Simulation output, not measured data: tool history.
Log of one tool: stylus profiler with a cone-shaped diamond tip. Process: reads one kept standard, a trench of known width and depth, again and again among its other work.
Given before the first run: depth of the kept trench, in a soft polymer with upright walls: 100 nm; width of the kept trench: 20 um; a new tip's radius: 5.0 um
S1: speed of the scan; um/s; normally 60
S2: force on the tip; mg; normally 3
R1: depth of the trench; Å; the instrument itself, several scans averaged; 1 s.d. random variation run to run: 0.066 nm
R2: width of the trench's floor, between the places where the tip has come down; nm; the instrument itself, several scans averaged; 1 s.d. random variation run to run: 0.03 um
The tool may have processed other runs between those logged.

run 1 hour=0 | S1=60 S2=3 | R1=1013 R2=16460
run 2 hour=70.1 | S1=60 S2=3.16 | R1=1015 R2=16480
run 3 hour=160 | S1=60 S2=3.96 | R1=1016.4 R2=16450
run 4 hour=260.7 | S1=60 S2=3.96 | R1=1016.9 R2=16420
run 5 hour=331.7 | S1=60 S2=3 | R1=1012.6 R2=16360
run 6 hour=425.6 | S1=60 S2=3 | R1=1012.1 R2=16330
run 7 hour=500.4 | S1=59 S2=3 | R1=1013.3 R2=16320
run 8 hour=594.3 | S1=59 S2=3 | R1=1011.8 R2=16310
run 9 hour=677.9 | S1=59 S2=3 | R1=1012.5 R2=16320
run 10 hour=777.6 | S1=59 S2=3 | R1=1012.6 R2=16270
run 11 hour=884.4 | S1=60 S2=3 | R1=1010.7 R2=16230
run 12 hour=953.9 | S1=60 S2=3 | R1=1011.5 R2=16220
run 13 hour=1021.5 | S1=60 S2=3 | R1=1010.7 R2=16180
run 14 hour=1128.8 | S1=60 S2=3 | R1=1011.6 R2=16150
run 15 hour=1225.9 | S1=60 S2=3 | R1=1011.2 R2=16110
-- hour=1260.2 new tip fitted, height scale calibrated
run 16 hour=1283.4 | S1=173 S2=3 | R1=1016.7 R2=17040
run 17 hour=1361.1 | S1=173 S2=3 | R1=1014.6 R2=17010
run 18 hour=1445.8 | S1=173 S2=3 | R1=1014.8 R2=16970
run 19 hour=1491.2 | S1=41 S2=1.07 | R1=1007.5 R2=17450
run 20 hour=1545.3 | S1=41 S2=1.07 | R1=1007.1 R2=17480
run 21 hour=1620 | S1=28 S2=6.41 | R1=1024 R2=17740
run 22 hour=1712.6 | S1=28 S2=6.41 | R1=1023.9 R2=17700
run 23 hour=1778.2 | S1=28 S2=6.41 | R1=1023.6 R2=17620
run 24 hour=1880.1 | S1=28 S2=6.41 | R1=1023.7 R2=17590
run 25 hour=1962.6 | S1=60 S2=2.33 | R1=1012.2 R2=17300
run 26 hour=2070.6 | S1=60 S2=2.85 | R1=1013.2 R2=17280
run 27 hour=2161.3 | S1=22 S2=1.52 | R1=1008.3 R2=17440
run 28 hour=2209.6 | S1=18 S2=4.73 | R1=1018.2 R2=17490
run 29 hour=2263.1 | S1=39 S2=4.62 | R1=1017.8 R2=17350
run 30 hour=2367.1 | S1=83 S2=6.69 | R1=1023 R2=17180
run 31 hour=2436.9 | S1=45 S2=7.8 | R1=1025.2 R2=17330
run 32 hour=2521 | S1=45 S2=7.8 | R1=1025.4 R2=17330
run 33 hour=2626.2 | S1=16 S2=3.63 | R1=1015.2 R2=17280
run 34 hour=2722.6 | S1=16 S2=3.63 | R1=1015.3 R2=17330

Predict each of these 5 candidate next runs independently; none follows another, all start after run 34:
run A hour=2823 | S1=60 S2=1.03 | R1=? R2=?
run B hour=2823 | S1=64 S2=1.22 | R1=? R2=?
run C hour=2823 | S1=83 S2=2.2 | R1=? R2=?
run D hour=2823 | S1=16 S2=3.63 | R1=? R2=?
run E hour=2823 | S1=27 S2=5.95 | R1=? R2=?

run=A R1=1004.2 R2=16780
run=B R1=1004.4 R2=16780
run=C R1=1009.4 R2=16790
run=D R1=1013.5 R2=17290
run=E R1=1020.3 R2=17260
With the hidden condition removed and each run's random variation left untouched, the same runs would have given:
run=A R1=1007 R2=17460
run=B R1=1007.2 R2=17470
run=C R1=1012.2 R2=17480
run=D R1=1016.4 R2=17980
run=E R1=1023.1 R2=17950

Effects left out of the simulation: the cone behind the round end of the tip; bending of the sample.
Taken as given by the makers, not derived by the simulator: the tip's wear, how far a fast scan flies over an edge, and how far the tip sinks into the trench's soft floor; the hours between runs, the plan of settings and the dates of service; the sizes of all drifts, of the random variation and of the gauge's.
